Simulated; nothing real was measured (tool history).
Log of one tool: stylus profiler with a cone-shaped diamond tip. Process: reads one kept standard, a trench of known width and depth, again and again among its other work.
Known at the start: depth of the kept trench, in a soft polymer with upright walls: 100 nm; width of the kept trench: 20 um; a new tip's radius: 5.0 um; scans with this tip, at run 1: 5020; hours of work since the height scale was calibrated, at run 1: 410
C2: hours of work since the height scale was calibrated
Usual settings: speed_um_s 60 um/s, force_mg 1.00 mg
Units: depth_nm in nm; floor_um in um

{"run": 1, "hour": 0.0, "speed_um_s": 60, "force_mg": 1.0, "scans with this tip": 5020, "C2": 410, "depth_nm": 100.54, "floor_um": 17.37}
{"run": 2, "hour": 60.1, "speed_um_s": 60, "force_mg": 1.0, "scans with this tip": 5558, "C2": 454, "depth_nm": 100.56, "floor_um": 17.25}
{"run": 3, "hour": 105.2, "speed_um_s": 60, "force_mg": 1.0, "scans with this tip": 5963, "C2": 488, "depth_nm": 100.46, "floor_um": 17.26}
{"run": 4, "hour": 159.1, "speed_um_s": 60, "force_mg": 1.0, "scans with this tip": 6446, "C2": 527, "depth_nm": 100.44, "floor_um": 17.15}
{"run": 5, "hour": 226.0, "speed_um_s": 29, "force_mg": 1.0, "scans with this tip": 7045, "C2": 576, "depth_nm": 100.46, "floor_um": 17.2}
{"run": 6, "hour": 278.2, "speed_um_s": 60, "force_mg": 1.41, "scans with this tip": 7512, "C2": 614, "depth_nm": 100.65, "floor_um": 17.16}
{"run": 7, "hour": 311.1, "speed_um_s": 60, "force_mg": 1.41, "scans with this tip": 7808, "C2": 638, "depth_nm": 100.58, "floor_um": 17.09}
{"run": 8, "hour": 377.7, "speed_um_s": 60, "force_mg": 1.0, "scans with this tip": 8405, "C2": 687, "depth_nm": 100.33, "floor_um": 17.08}
{"run": 9, "hour": 407.2, "speed_um_s": 55, "force_mg": 1.0, "scans with this tip": 8668, "C2": 709, "depth_nm": 100.43, "floor_um": 17.07}
{"run": 10, "hour": 454.0, "speed_um_s": 60, "force_mg": 1.0, "scans with this tip": 9088, "C2": 743, "depth_nm": 100.42, "floor_um": 17.01}
{"run": 11, "hour": 513.7, "speed_um_s": 60, "force_mg": 1.0, "scans with this tip": 9623, "C2": 787, "depth_nm": 100.39, "floor_um": 16.96}
{"run": 12, "hour": 576.4, "speed_um_s": 60, "force_mg": 1.0, "scans with this tip": 10185, "C2": 833, "depth_nm": 100.31, "floor_um": 16.9}
{"run": 13, "hour": 614.1, "speed_um_s": 60, "force_mg": 1.0, "scans with this tip": 10522, "C2": 860, "depth_nm": 100.41, "floor_um": 16.89}
{"run": 14, "hour": 658.1, "speed_um_s": 60, "force_mg": 1.0, "scans with this tip": 10917, "C2": 893, "depth_nm": 100.28, "floor_um": 16.88}
{"run": 15, "hour": 691.0, "speed_um_s": 60, "force_mg": 1.0, "scans with this tip": 11212, "C2": 917, "depth_nm": 100.28, "floor_um": 16.77}
{"hour": 696.0, "done": "height scale calibrated on a step standard"}
{"run": 16, "hour": 748.8, "speed_um_s": 60, "force_mg": 1.0, "scans with this tip": 11725, "C2": 39, "depth_nm": 99.98, "floor_um": 16.8}
{"hour": 775.7, "done": "new tip fitted, height scale calibrated"}
{"run": 17, "hour": 803.8, "speed_um_s": 66, "force_mg": 1.0, "scans with this tip": 252, "C2": 21, "depth_nm": 100.75, "floor_um": 17.74}
{"run": 18, "hour": 859.9, "speed_um_s": 66, "force_mg": 1.0, "scans with this tip": 755, "C2": 62, "depth_nm": 100.7, "floor_um": 17.77}
{"run": 19, "hour": 899.2, "speed_um_s": 66, "force_mg": 1.0, "scans with this tip": 1107, "C2": 91, "depth_nm": 100.75, "floor_um": 17.67}
{"run": 20, "hour": 933.7, "speed_um_s": 94, "force_mg": 1.0, "scans with this tip": 1416, "C2": 116, "depth_nm": 100.69, "floor_um": 17.62}
{"hour": 969.9, "done": "height scale calibrated on a step standard, once more"}
{"run": 21, "hour": 998.8, "speed_um_s": 94, "force_mg": 1.0, "scans with this tip": 1995, "C2": 21, "depth_nm": 100.75, "floor_um": 17.52}
{"run": 22, "hour": 1034.8, "speed_um_s": 240, "force_mg": 1.0, "scans with this tip": 2317, "C2": 48, "depth_nm": 100.76, "floor_um": 17.1}
{"run": 23, "hour": 1083.5, "speed_um_s": 60, "force_mg": 1.0, "scans with this tip": 2754, "C2": 83, "depth_nm": 100.74, "floor_um": 17.56}
{"run": 24, "hour": 1145.4, "speed_um_s": 210, "force_mg": 0.42, "scans with this tip": 3308, "C2": 129, "depth_nm": 100.42, "floor_um": 16.78}
{"run": 25, "hour": 1206.8, "speed_um_s": 210, "force_mg": 0.34, "scans with this tip": 3859, "C2": 174, "depth_nm": 100.29, "floor_um": 16.61}
{"run": 26, "hour": 1239.8, "speed_um_s": 33, "force_mg": 0.57, "scans with this tip": 4155, "C2": 198, "depth_nm": 100.47, "floor_um": 17.4}
{"run": 27, "hour": 1307.4, "speed_um_s": 121, "force_mg": 0.4, "scans with this tip": 4760, "C2": 247, "depth_nm": 100.36, "floor_um": 16.94}
{"run": 28, "hour": 1372.3, "speed_um_s": 180, "force_mg": 0.65, "scans with this tip": 5342, "C2": 295, "depth_nm": 100.41, "floor_um": 16.89}
{"run": 29, "hour": 1408.9, "speed_um_s": 180, "force_mg": 0.65, "scans with this tip": 5670, "C2": 322, "depth_nm": 100.51, "floor_um": 16.78}
{"run": 30, "hour": 1442.0, "speed_um_s": 37, "force_mg": 0.8, "scans with this tip": 5967, "C2": 346, "depth_nm": 100.5, "floor_um": 17.3}
{"run": 31, "hour": 1485.9, "speed_um_s": 81, "force_mg": 2.3, "scans with this tip": 6359, "C2": 378, "depth_nm": 101.06, "floor_um": 17.19}
{"run": 32, "hour": 1529.5, "speed_um_s": 20, "force_mg": 0.52, "scans with this tip": 6750, "C2": 410, "depth_nm": 100.3, "floor_um": 17.21}
{"run": 33, "hour": 1582.5, "speed_um_s": 224, "force_mg": 0.48, "scans with this tip": 7226, "C2": 449, "depth_nm": 100.28, "floor_um": 16.4}
{"run": 34, "hour": 1638.3, "speed_um_s": 111, "force_mg": 0.61, "scans with this tip": 7725, "C2": 490, "depth_nm": 100.32, "floor_um": 16.87}
{"run": 35, "hour": 1676.9, "speed_um_s": 54, "force_mg": 1.29, "scans with this tip": 8072, "C2": 518, "depth_nm": 100.68, "floor_um": 17.1}
{"run": 36, "hour": 1718.8, "speed_um_s": 54, "force_mg": 1.29, "scans with this tip": 8447, "C2": 549, "depth_nm": 100.6, "floor_um": 17.04}
{"run": 37, "hour": 1787.4, "speed_um_s": 54, "force_mg": 1.29, "scans with this tip": 9062, "C2": 599, "depth_nm": 100.57, "floor_um": 17.0}
{"run": 38, "hour": 1830.8, "speed_um_s": 49, "force_mg": 0.86, "scans with this tip": 9451, "C2": 631, "depth_nm": 100.39, "floor_um": 16.98}
{"run": 39, "hour": 1892.1, "speed_um_s": 34, "force_mg": 0.46, "scans with this tip": 10000, "C2": 676, "depth_nm": 100.11, "floor_um": 16.94}
{"run": 40, "hour": 1921.9, "speed_um_s": 153, "force_mg": 1.84, "scans with this tip": 10267, "C2": 697, "depth_nm": 100.74, "floor_um": 16.78}
{"run": 41, "hour": 1975.6, "speed_um_s": 18, "force_mg": 0.44, "scans with this tip": 10748, "C2": 737, "depth_nm": 100.04, "floor_um": 16.93}
{"run": 42, "hour": 2031.9, "speed_um_s": 188, "force_mg": 0.51, "scans with this tip": 11253, "C2": 778, "depth_nm": 100.15, "floor_um": 16.28}
{"run": 43, "hour": 2075.8, "speed_um_s": 31, "force_mg": 0.35, "scans with this tip": 11646, "C2": 810, "depth_nm": 99.93, "floor_um": 16.82}
{"hour": 2115.6, "done": "new tip fitted, height scale calibrated"}
{"run": 44, "hour": 2136.8, "speed_um_s": 56, "force_mg": 0.35, "scans with this tip": 189, "C2": 16, "depth_nm": 100.37, "floor_um": 17.7}
{"run": 45, "hour": 2192.5, "speed_um_s": 56, "force_mg": 0.35, "scans with this tip": 689, "C2": 56, "depth_nm": 100.31, "floor_um": 17.66}

Hidden state at the last listed run before each entry between runs and at the first one after, where it differs:
Between runs 15 and 16: height scale calibrated on a step standard (hour 696.0)
  radius of the tip, um: 11.32 -> 11.58; height scale over the true one, %: -0.46 -> -0.727
  measured less the result without the state, depth_nm: -0.47 -> -0.73 nm; floor_um: -1.02 -> -1.05 um
Between runs 16 and 17: new tip fitted, height scale calibrated (hour 775.7)
  radius of the tip, um: 11.58 -> 5.29; height scale over the true one, %: -0.727 -> 0.005
  measured less the result without the state, depth_nm: -0.73 -> +0.00 nm; floor_um: -1.05 -> -0.05 um
Between runs 20 and 21: height scale calibrated on a step standard, once more (hour 969.9)
  radius of the tip, um: 5.94 -> 6.26; height scale over the true one, %: -0.042 -> 0.014
  measured less the result without the state, depth_nm: -0.04 -> +0.01 nm; floor_um: -0.18 -> -0.24 um
Between runs 43 and 44: new tip fitted, height scale calibrated (hour 2115.6)
  radius of the tip, um: 11.65 -> 5.23; height scale over the true one, %: -0.389 -> -0.036
  measured less the result without the state, depth_nm: -0.39 -> -0.03 nm; floor_um: -1.06 -> -0.05 um
